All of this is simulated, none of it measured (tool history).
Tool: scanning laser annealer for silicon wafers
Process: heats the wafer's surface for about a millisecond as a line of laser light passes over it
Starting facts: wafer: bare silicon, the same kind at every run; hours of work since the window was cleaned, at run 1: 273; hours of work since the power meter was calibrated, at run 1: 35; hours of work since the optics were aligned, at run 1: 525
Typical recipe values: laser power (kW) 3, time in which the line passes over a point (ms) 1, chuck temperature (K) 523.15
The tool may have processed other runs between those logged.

run	day	laser power (kW)	time in which the line passes over a point (ms)	chuck temperature (K)	hours of work since the window was cleaned	hours of work since the power meter was calibrated	hours of work since the optics were aligned	highest temperature of the surface (K)
1	0	3	1	523.15	273	35	525	1271.15
2	0.3	3	1	523.15	277	39	530	1272.15
3	0.75	3	1	508.15	284	46	536	1258.15
4	1.183	3	1	523.15	290	52	542	1273.15
5	1.662	3	1	523.15	297	58	549	1276.15
6	2.192	3	1	523.15	304	66	556	1268.15
7	2.55	3	1	523.15	309	71	561	1275.15
8	3.108	3	1	523.15	317	79	569	1272.15
9	3.662	3	1	523.15	325	86	577	1267.15
10	3.921	3	1	523.15	328	90	580	1270.15
11	4.417	3	1	523.15	335	97	587	1268.15
12	4.875	3	1	523.15	342	104	594	1268.15
13	5.275	2.796	1	523.15	347	109	599	1221.15
14	5.65	3	1	502.15	352	114	605	1248.15
# day 5.825: laser's power meter calibrated
15	6.212	3	1	523.15	359	5	611	1266.15
16	6.467	3	1	559.15	362	9	614	1304.15
# day 6.942: laser's power meter calibrated, once more
17	6.95	3	1	559.15	367	0	619	1302.15
18	7.504	2.599	1	523.15	375	8	627	1176.15
19	7.858	2.812	1	523.15	380	13	632	1225.15
20	8.379	3	0.82	523.15	387	20	639	1187.15
21	8.85	3	0.82	523.15	394	27	646	1189.15
22	9.354	3	0.71	487.15	401	34	653	1095.15
23	9.754	2.624	0.77	487.15	406	39	659	1049.15
24	10.192	2.702	0.79	483.15	413	46	665	1069.15
25	10.717	2.594	0.76	551.15	420	53	672	1104.15
26	11.292	2.594	0.76	551.15	428	61	680	1104.15
27	11.754	2.594	0.76	551.15	435	67	687	1106.15

Predict the results of run 28:
28	12.279	3.297	1	523.15	442	75	694	?

{"run 28": {"highest temperature of the surface (K)": 1331.15}}
The same run, on a tool lacking any hidden state, would have yielded highest temperature of the surface (K) 1363.15.

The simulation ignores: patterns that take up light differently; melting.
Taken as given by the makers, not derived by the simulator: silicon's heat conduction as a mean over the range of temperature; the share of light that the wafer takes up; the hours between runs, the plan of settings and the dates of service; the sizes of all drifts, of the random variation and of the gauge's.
